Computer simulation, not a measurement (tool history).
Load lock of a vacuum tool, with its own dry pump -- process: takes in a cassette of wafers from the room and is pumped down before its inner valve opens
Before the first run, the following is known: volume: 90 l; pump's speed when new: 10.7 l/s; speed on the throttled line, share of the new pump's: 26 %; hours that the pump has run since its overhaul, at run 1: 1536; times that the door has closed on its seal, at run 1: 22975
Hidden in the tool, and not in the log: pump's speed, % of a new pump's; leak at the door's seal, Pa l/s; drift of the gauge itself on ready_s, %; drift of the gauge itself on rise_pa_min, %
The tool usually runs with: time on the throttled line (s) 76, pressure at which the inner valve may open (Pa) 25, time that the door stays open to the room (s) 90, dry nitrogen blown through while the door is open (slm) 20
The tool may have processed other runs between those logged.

run,hour,time on the throttled line (s),pressure at which the inner valve may open (Pa),time that the door stays open to the room (s),dry nitrogen blown through while the door is open (slm),hours that the pump has run since its overhaul,times that the door has closed on its seal,"incoming humidity of the room's air, %",time from the closed door until the inner valve may open (s),rise of the pressure with all valves shut (Pa/min)
1,0.0,76,25,90,20,1536,22975,42.2,127.4,0.121
2,297.7,76,25,90,20,1834,24312,46.3,127.1,0.132
3,825.3,76,25,90,20,2362,26682,46.9,128.8,0.144
4,1263.9,76,25,90,20,2800,28652,46.7,128.5,0.158
5,1853.7,76,25,90,20,3390,31301,48.7,130.2,0.182
# hour 1913.8: door's seal changed, seat wiped
6,2563.2,76,25,39,20,4098,2917,45.7,128.8,0.034
7,3212.0,76,45,39,20,4747,5831,43.7,125.4,0.038
8,3751.1,76,45,39,20,5286,8253,46.5,126.7,0.043
9,4199.6,76,45,39,20,5734,10267,42.3,126.1,0.047
10,4849.5,76,45,39,20,6384,13186,44.2,127.0,0.050
11,5195.5,76,45,39,20,6730,14741,43.1,127.9,0.057
12,5641.5,76,45,39,20,7176,16744,44.7,127.0,0.071
13,6110.4,76,45,39,20,7645,18850,44.9,128.0,0.079
14,6592.1,76,45,212,20,8127,21013,44.2,128.5,0.114
15,7285.2,92,25,90,20,8820,24126,43.3,147.5,0.119
16,7943.6,76,25,90,14,9478,27084,41.4,137.1,0.131
17,8280.1,76,25,48,14,9815,28595,44.5,136.3,0.137
18,8627.5,76,25,48,14,10162,30155,48.2,137.2,0.149
# hour 8934.8: door's seal changed, seat wiped
19,9171.2,76,25,90,12,10705,1062,41.1,137.1,0.041
# hour 9239.8: dry pump taken out, an overhauled one fitted
20,9724.1,76,25,90,44,484,3518,45.1,128.2,0.026
21,10236.1,76,18,26,6,996,5818,43.7,130.1,0.032
22,10590.1,76,39,143,20,1350,7408,44.8,124.5,0.062
23,11293.4,76,25,90,12,2054,10567,46.5,130.0,0.069
24,11798.7,76,25,90,12,2559,12836,46.2,131.4,0.081
25,12430.2,76,25,90,12,3190,15672,44.7,129.5,0.081
26,12948.3,62,33,90,21,3708,18000,44.3,119.4,0.090
27,13406.7,68,29,30,11,4167,20059,42.5,124.2,0.092
28,13810.3,39,29,30,6,4570,21871,46.6,102.5,0.105
29,14521.5,150,29,99,6,5282,25066,46.0,185.8,0.142
30,14840.9,76,25,31,4,5601,26500,43.5,132.5,0.127
31,15201.8,76,21,31,11,5962,28121,43.0,134.2,0.129
32,15857.0,76,25,234,12,6617,31064,44.9,133.8,0.196
# hour 15920.9: door's seal changed, seat wiped
33,16552.3,76,25,234,12,7311,2837,48.3,135.4,0.078
34,17102.4,76,25,234,16,7861,5307,44.2,134.9,0.072
35,17620.5,76,25,234,16,8379,7634,45.2,137.3,0.080
36,17984.0,77,25,90,6,8743,9267,42.5,137.4,0.070

Run by run, hidden condition taken away, random variation retained:
run,time from the closed door until the inner valve may open (s),rise of the pressure with all valves shut (Pa/min)
1,126.5,0.038
2,125.9,0.042
3,127.1,0.039
4,126.3,0.041
5,127.4,0.044
6,125.3,0.029
7,121.6,0.027
8,122.2,0.025
9,121.2,0.024
10,121.4,0.019
11,122.0,0.022
12,120.7,0.028
13,121.1,0.027
14,121.0,0.053
15,139.0,0.041
16,127.0,0.035
17,125.8,0.031
18,126.2,0.033
19,125.4,0.039
20,127.1,0.021
21,128.4,0.022
22,122.6,0.048
23,127.3,0.045
24,128.2,0.049
25,125.6,0.039
26,114.7,0.037
27,119.1,0.030
28,96.3,0.036
29,181.8,0.057
30,125.9,0.033
31,126.9,0.024
32,125.9,0.068
33,126.6,0.074
34,125.5,0.065
35,127.1,0.066
36,126.9,0.052
